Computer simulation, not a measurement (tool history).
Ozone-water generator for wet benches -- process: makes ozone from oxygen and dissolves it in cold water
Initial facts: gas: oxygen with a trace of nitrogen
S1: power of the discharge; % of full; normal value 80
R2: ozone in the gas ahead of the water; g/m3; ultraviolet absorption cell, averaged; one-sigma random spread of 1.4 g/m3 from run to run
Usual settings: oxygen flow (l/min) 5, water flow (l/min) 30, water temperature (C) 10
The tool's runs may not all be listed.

Run 1, hour 0: usual settings. Result: dissolved ozone (ppm) 23.8, R2 242.1 g/m3.
Run 2, hour 30.5: usual settings but oxygen flow (l/min) 4.65. Result: dissolved ozone (ppm) 23.2, R2 248.6 g/m3.
Run 3, hour 60.9: usual settings but water flow (l/min) 21. Result: dissolved ozone (ppm) 32.7, R2 241.6 g/m3.
Run 4, hour 90.1: usual settings but water flow (l/min) 43. Result: dissolved ozone (ppm) 16.3, R2 241.1 g/m3.
Run 5, hour 119.7: usual settings but water flow (l/min) 43. Result: dissolved ozone (ppm) 16.3, R2 242.4 g/m3.
Run 6, hour 146.3: usual settings but water flow (l/min) 43. Result: dissolved ozone (ppm) 16.2, R2 241.6 g/m3.
Run 7, hour 181: usual settings but water temperature (C) 7. Result: dissolved ozone (ppm) 24.6, R2 240.5 g/m3.
Run 8, hour 210.9: usual settings but oxygen flow (l/min) 3.15. Result: dissolved ozone (ppm) 20, R2 292.6 g/m3.
Run 9, hour 226.1: usual settings but water flow (l/min) 18, water temperature (C) 11. Result: dissolved ozone (ppm) 36.2, R2 239.8 g/m3.
Run 10, hour 253.3: usual settings but S1 91 % of full, oxygen flow (l/min) 2.59, water temperature (C) 6. Result: dissolved ozone (ppm) 21, R2 351 g/m3.
Run 11, hour 280.6: usual settings but S1 93 % of full, water flow (l/min) 24, water temperature (C) 6. Result: dissolved ozone (ppm) 33.2, R2 265.6 g/m3.
Run 12, hour 295.9: usual settings but S1 52 % of full, water flow (l/min) 43. Result: dissolved ozone (ppm) 12.2, R2 180.5 g/m3.
Run 13, hour 322.4: usual settings but S1 47 % of full, water flow (l/min) 43. Result: dissolved ozone (ppm) 11.1, R2 166.6 g/m3.
Run 14, hour 356.5: usual settings but oxygen flow (l/min) 3.44. Result: dissolved ozone (ppm) 20.7, R2 281.9 g/m3.
Run 15, hour 370.7: usual settings but oxygen flow (l/min) 2.58, water temperature (C) 6. Result: dissolved ozone (ppm) 18.9, R2 316.4 g/m3.

Each row is a separate what-if for the run after 15, all from the same tool condition, not one after another. Results?
Run A, hour 391.8: usual settings but oxygen flow (l/min) 2.58, water flow (l/min) 34, water temperature (C) 6. Result: dissolved ozone (ppm) ?, R2 ?.
Run B, hour 391.8: usual settings but S1 59 % of full, oxygen flow (l/min) 5.02, water flow (l/min) 21, water temperature (C) 6. Result: dissolved ozone (ppm) ?, R2 ?.
Run C, hour 391.8: usual settings but oxygen flow (l/min) 2.58, water flow (l/min) 27, water temperature (C) 6. Result: dissolved ozone (ppm) ?, R2 ?.

run  dissolved ozone (ppm)     R2
  A                   16.5  318.3
  B                   27.4  194.9
  C                   21.3  319.6
Take away the tool's hidden state, keep each run's random variation, and the runs would have read:
run  dissolved ozone (ppm)     R2
  A                   17.7    337
  B                   29.1  204.1
  C                   22.8  338.4
